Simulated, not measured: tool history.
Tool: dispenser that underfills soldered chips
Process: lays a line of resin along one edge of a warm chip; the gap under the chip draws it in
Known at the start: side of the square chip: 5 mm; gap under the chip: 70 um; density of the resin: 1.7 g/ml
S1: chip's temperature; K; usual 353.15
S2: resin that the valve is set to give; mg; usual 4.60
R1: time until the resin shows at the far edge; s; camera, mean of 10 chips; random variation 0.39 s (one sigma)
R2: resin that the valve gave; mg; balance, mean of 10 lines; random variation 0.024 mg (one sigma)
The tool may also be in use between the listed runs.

Run 1, day 0.000: usual settings. Result: R1 32.2 s, R2 4.49 mg.
At day 0.325: new syringe of resin.
Run 2, day 0.325: usual settings. Result: R1 24.7 s, R2 4.41 mg.
Run 3, day 0.792: usual settings. Result: R1 43.0 s, R2 4.34 mg.
At day 0.904: new syringe of resin.
Run 4, day 1.196: usual settings. Result: R1 35.2 s, R2 4.39 mg.
At day 1.496: new syringe of resin.
Run 5, day 1.629: usual settings. Result: R1 28.4 s, R2 4.38 mg.
Run 6, day 1.925: usual settings but S1 342.15 K. Result: R1 60.6 s, R2 4.38 mg.
At day 2.083: new syringe of resin.
Run 7, day 2.321: usual settings. Result: R1 32.7 s, R2 4.35 mg.
Run 8, day 2.617: usual settings. Result: R1 46.3 s, R2 4.32 mg.
At day 2.683: new syringe of resin.
Run 9, day 3.029: usual settings. Result: R1 36.6 s, R2 4.31 mg.
At day 3.258: new syringe of resin.
Run 10, day 3.533: usual settings. Result: R1 32.9 s, R2 4.30 mg.
At day 3.842: new syringe of resin.
At day 3.967: dispensing valve cleaned and set on the balance.
Run 11, day 4.000: usual settings. Result: R1 27.1 s, R2 4.58 mg.
At day 4.467: new syringe of resin.
Run 12, day 4.567: usual settings. Result: R1 26.2 s, R2 4.58 mg.
Run 13, day 4.871: usual settings but S1 365.15 K. Result: R1 24.6 s, R2 4.51 mg.
At day 5.079: new syringe of resin.
Run 14, day 5.262: usual settings. Result: R1 29.6 s, R2 4.51 mg.
Run 15, day 5.612: usual settings. Result: R1 45.2 s, R2 4.52 mg.
At day 5.650: new syringe of resin.
Run 16, day 5.871: usual settings. Result: R1 30.5 s, R2 4.48 mg.
Run 17, day 6.158: usual settings. Result: R1 43.0 s, R2 4.52 mg.
At day 6.225: new syringe of resin.
Run 18, day 6.746: usual settings but S1 343.15 K, S2 3.93 mg. Result: R1 66.1 s, R2 3.79 mg.
At day 6.796: new syringe of resin.
Run 19, day 7.104: usual settings but S1 343.15 K, S2 3.93 mg. Result: R1 52.3 s, R2 3.78 mg.
At day 7.379: new syringe of resin.
Run 20, day 7.479: usual settings but S1 343.15 K, S2 3.99 mg. Result: R1 39.1 s, R2 3.86 mg.
Run 21, day 7.808: usual settings but S2 4.50 mg. Result: R1 38.9 s, R2 4.29 mg.
At day 7.958: new syringe of resin.
Run 22, day 8.167: usual settings but S1 344.15 K, S2 3.91 mg. Result: R1 44.6 s, R2 3.74 mg.
At day 8.550: new syringe of resin.
Run 23, day 8.671: usual settings but S1 344.15 K, S2 3.91 mg. Result: R1 39.4 s, R2 3.71 mg.
At day 9.121: new syringe of resin.
Run 24, day 9.121: usual settings but S2 5.73 mg. Result: R1 23.0 s, R2 5.44 mg.
Run 25, day 9.458: usual settings but S2 5.73 mg. Result: R1 34.6 s, R2 5.38 mg.
At day 9.738: new syringe of resin.
Run 26, day 9.983: usual settings but S1 348.15 K, S2 4.24 mg. Result: R1 39.0 s, R2 3.99 mg.
At day 10.321: new syringe of resin.
Run 27, day 10.321: usual settings but S1 345.15 K, S2 5.73 mg. Result: R1 31.2 s, R2 5.37 mg.
Run 28, day 10.650: usual settings but S1 343.15 K, S2 5.61 mg. Result: R1 49.9 s, R2 5.25 mg.
At day 10.892: new syringe of resin.
Run 29, day 11.171: usual settings but S1 343.15 K, S2 5.84 mg. Result: R1 45.3 s, R2 5.44 mg.
At day 11.488: new syringe of resin.
At day 11.667: dispensing valve cleaned and set on the balance.
Run 30, day 11.729: usual settings but S1 343.15 K, S2 5.84 mg. Result: R1 42.5 s, R2 5.81 mg.
At day 12.096: new syringe of resin.
Run 31, day 12.150: usual settings but S1 348.15 K, S2 5.18 mg. Result: R1 29.2 s, R2 5.13 mg.
Run 32, day 12.425: usual settings but S1 348.15 K, S2 5.18 mg. Result: R1 40.6 s, R2 5.15 mg.
At day 12.675: new syringe of resin.
Run 33, day 12.767: usual settings but S1 363.15 K, S2 4.58 mg. Result: R1 17.3 s, R2 4.52 mg.
Run 34, day 13.029: usual settings but S1 342.15 K, S2 5.23 mg. Result: R1 51.7 s, R2 5.13 mg.

4 ways to go on from here, each from the tool as it stands after run 34. What would each give?
At day 13.267: new syringe of resin.
Run A, day 13.283: usual settings but S1 362.15 K, S2 5.00 mg. Result: R1 ?, R2 ?.
At day 13.267: new syringe of resin.
Run B, day 13.283: usual settings but S1 347.15 K, S2 5.45 mg. Result: R1 ?, R2 ?.
At day 13.267: new syringe of resin.
Run C, day 13.283: usual settings but S1 348.15 K. Result: R1 ?, R2 ?.
At day 13.267: new syringe of resin.
Run D, day 13.283: usual settings but S1 340.15 K. Result: R1 ?, R2 ?.

run    R1    R2
  A  16.5  4.92
  B  29.0  5.34
  C  27.8  4.54
  D  36.5  4.51
Without the tool's hidden state the same runs would have given:
run    R1    R2
  A  18.1  5.02
  B  32.1  5.45
  C  30.7  4.63
  D  40.5  4.61
